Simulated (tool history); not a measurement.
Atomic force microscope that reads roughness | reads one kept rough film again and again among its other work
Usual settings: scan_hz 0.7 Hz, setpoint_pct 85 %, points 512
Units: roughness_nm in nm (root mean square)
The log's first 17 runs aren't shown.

run	hour	scan_hz	setpoint_pct	points	pictures with this tip	hours of work since the height scale was calibrated	roughness_nm
18	115.9	0.7	85	796	65	258	1.03
19	123	0.7	85	512	78	263	1.028
20	128.5	0.7	85	512	88	267	1.028
21	133.1	3.031	81	427	96	271	0.938
22	137.5	3.031	81	427	104	274	0.938
23	146	3.883	86	427	120	280	0.872
24	155.4	0.957	71	263	137	287	1.02
25	162.4	0.957	61	471	150	292	1.018
26	169.7	1.44	61	931	163	298	1.009
27	176.8	1.44	61	931	176	303	1.005
28	182	1.831	76	931	185	307	0.965
29	187.5	1.581	69	512	195	311	0.978
30	197.6	2.295	76	545	213	318	0.942
31	203.1	2.295	76	545	223	322	0.937
# hour 210: new tip fitted
32	210.4	0.692	67	858	1	327	1.086
33	215.3	0.819	67	340	10	331	1.066
34	223.8	0.819	80	668	25	337	1.049
35	229.1	1.997	85	262	35	341	0.975
36	235.1	3.505	85	387	46	345	0.915
37	240.1	3.505	85	387	55	349	0.909
38	246	3.505	70	387	65	353	0.987

The next listed run, before its measurement:
39	251.6	0.7	85	984	75	358	?

roughness_nm: 1.036 nm (root mean square)
Without the tool's hidden state the same run would have given roughness_nm 1.062 nm (root mean square).
